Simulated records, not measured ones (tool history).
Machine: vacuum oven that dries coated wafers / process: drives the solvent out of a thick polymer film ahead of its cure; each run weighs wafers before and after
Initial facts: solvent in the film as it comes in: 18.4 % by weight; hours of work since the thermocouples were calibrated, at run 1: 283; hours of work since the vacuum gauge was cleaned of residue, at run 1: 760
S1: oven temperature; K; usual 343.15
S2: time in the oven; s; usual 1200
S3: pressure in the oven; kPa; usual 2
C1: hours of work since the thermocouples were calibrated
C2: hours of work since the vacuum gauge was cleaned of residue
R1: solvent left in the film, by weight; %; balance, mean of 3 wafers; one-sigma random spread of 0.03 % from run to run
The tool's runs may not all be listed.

run 1 hour=0 | S1=343.15 S2=1200 S3=2 | C1=283 C2=760 | R1=2.92
run 2 hour=35.7 | S1=343.15 S2=1200 S3=2 | C1=305 C2=782 | R1=2.91
run 3 hour=92.6 | S1=332.15 S2=1200 S3=2 | C1=341 C2=818 | R1=5.87
run 4 hour=138.9 | S1=343.15 S2=720 S3=2 | C1=370 C2=847 | R1=4.48
run 5 hour=167.5 | S1=343.15 S2=720 S3=2 | C1=388 C2=865 | R1=4.49
run 6 hour=217.1 | S1=343.15 S2=720 S3=2 | C1=419 C2=897 | R1=4.56
run 7 hour=243.8 | S1=343.15 S2=720 S3=2 | C1=436 C2=913 | R1=4.52
run 8 hour=285.2 | S1=343.15 S2=1200 S3=2 | C1=462 C2=939 | R1=2.95
run 9 hour=327.3 | S1=343.15 S2=1200 S3=2 | C1=489 C2=966 | R1=2.97
run 10 hour=383.1 | S1=343.15 S2=1200 S3=2 | C1=524 C2=1001 | R1=2.95
run 11 hour=416.9 | S1=343.15 S2=1200 S3=2 | C1=545 C2=1022 | R1=2.96

Forecast run 12:
run 12 hour=458 | S1=343.15 S2=1200 S3=2 | C1=571 C2=1048 | R1=?

R1: 2.99 %
Were there no unlogged condition in the tool, this run, its random variation unchanged, would have produced R1 2.72 %.

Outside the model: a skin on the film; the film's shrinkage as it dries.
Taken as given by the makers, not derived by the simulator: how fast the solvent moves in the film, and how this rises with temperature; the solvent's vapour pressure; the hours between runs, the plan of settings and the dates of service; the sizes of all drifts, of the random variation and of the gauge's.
